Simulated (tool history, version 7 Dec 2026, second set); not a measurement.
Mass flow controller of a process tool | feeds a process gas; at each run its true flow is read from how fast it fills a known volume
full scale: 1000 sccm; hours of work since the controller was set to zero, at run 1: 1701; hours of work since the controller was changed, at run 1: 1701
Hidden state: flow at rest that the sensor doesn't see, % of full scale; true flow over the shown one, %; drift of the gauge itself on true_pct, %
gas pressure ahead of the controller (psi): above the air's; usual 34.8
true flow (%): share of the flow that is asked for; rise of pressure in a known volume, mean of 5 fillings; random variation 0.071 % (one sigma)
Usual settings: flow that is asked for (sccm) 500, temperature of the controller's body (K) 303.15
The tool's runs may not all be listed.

| run | hour | flow that is asked for (sccm) | gas pressure ahead of the controller (psi) | temperature of the controller's body (K) | hours of work since the controller was set to zero | hours of work since the controller was changed | true flow (%) |
|---|---|---|---|---|---|---|---|
| 1 | 0.0 | 500 | 34.8 | 303.15 | 1701 | 1701 | 99.91 |
| 2 | 69.7 | 500 | 34.8 | 303.15 | 1751 | 1751 | 100.03 |
| 3 | 133.7 | 500 | 28.3 | 303.15 | 1798 | 1798 | 99.79 |
| 4 | 187.1 | 500 | 28.3 | 303.15 | 1836 | 1836 | 99.66 |
| 5 | 291.7 | 500 | 32.1 | 303.15 | 1912 | 1912 | 99.80 |
| 6 | 352.6 | 286 | 34.8 | 303.15 | 1956 | 1956 | 99.61 |
| 7 | 442.2 | 286 | 34.8 | 303.15 | 2021 | 2021 | 99.67 |
| 8 | 488.3 | 286 | 34.8 | 303.15 | 2054 | 2054 | 99.66 |
| 9 | 545.9 | 286 | 34.8 | 294.15 | 2095 | 2095 | 98.80 |
| 10 | 624.8 | 286 | 34.8 | 294.15 | 2152 | 2152 | 98.78 |
| 11 | 703.6 | 286 | 34.8 | 294.15 | 2209 | 2209 | 98.74 |
| 12 | 758.6 | 140 | 34.8 | 303.15 | 2249 | 2249 | 99.40 |
| 13 | 863.8 | 329 | 34.8 | 303.15 | 2325 | 2325 | 99.75 |
| 14 | 962.7 | 500 | 37.3 | 303.15 | 2397 | 2397 | 100.12 |
| 15 | 1029.6 | 500 | 37.3 | 303.15 | 2445 | 2445 | 100.13 |
| 16 | 1080.5 | 183 | 37.3 | 303.15 | 2482 | 2482 | 99.63 |
| 17 | 1158.7 | 183 | 37.3 | 303.15 | 2538 | 2538 | 99.61 |
| 18 | 1261.2 | 139 | 40.0 | 307.15 | 2612 | 2612 | 99.98 |
| 19 | 1358.0 | 139 | 40.0 | 307.15 | 2682 | 2682 | 99.91 |
| 20 | 1455.1 | 470 | 21.2 | 299.15 | 2752 | 2752 | 98.98 |
| 21 | 1502.6 | 470 | 21.2 | 299.15 | 2787 | 2787 | 98.68 |
| 22 | 1560.7 | 561 | 34.8 | 303.15 | 2829 | 2829 | 100.05 |
| 23 | 1606.5 | 561 | 34.8 | 303.15 | 2862 | 2862 | 99.98 |
| 24 | 1682.5 | 350 | 20.9 | 304.15 | 2917 | 2917 | 99.21 |
| 25 | 1752.2 | 777 | 21.5 | 295.15 | 2967 | 2967 | 99.06 |
| 26 | 1824.7 | 777 | 21.5 | 295.15 | 3019 | 3019 | 99.01 |
| 27 | 1915.0 | 777 | 26.8 | 298.15 | 3084 | 3084 | 99.54 |
| 28 | 2009.6 | 831 | 34.5 | 312.15 | 3153 | 3153 | 101.33 |
| 29 | 2113.2 | 259 | 32.2 | 294.15 | 3228 | 3228 | 98.80 |
| 30 | 2191.6 | 259 | 35.2 | 298.15 | 3284 | 3284 | 99.28 |
| 31 | 2260.2 | 166 | 31.2 | 303.15 | 3334 | 3334 | 99.16 |
| 32 | 2317.6 | 166 | 31.2 | 303.15 | 3375 | 3375 | 99.30 |
| 33 | 2377.2 | 767 | 38.9 | 297.15 | 3418 | 3418 | 100.04 |

Forecast each of these 3 alternatives for the next run:
| A | 2452.9 | 500 | 31.3 | 301.15 | 3473 | 3473 | ? |
| B | 2452.9 | 500 | 33.5 | 303.15 | 3473 | 3473 | ? |
| C | 2452.9 | 272 | 38.9 | 297.15 | 3473 | 3473 | ? |

| run | true flow (%) |
|---|---|
| A | 99.59 |
| B | 99.88 |
| C | 99.26 |
Without the tool's hidden state the same runs would have given:
| run | true flow (%) |
|---|---|
| A | 99.59 |
| B | 99.88 |
| C | 99.26 |

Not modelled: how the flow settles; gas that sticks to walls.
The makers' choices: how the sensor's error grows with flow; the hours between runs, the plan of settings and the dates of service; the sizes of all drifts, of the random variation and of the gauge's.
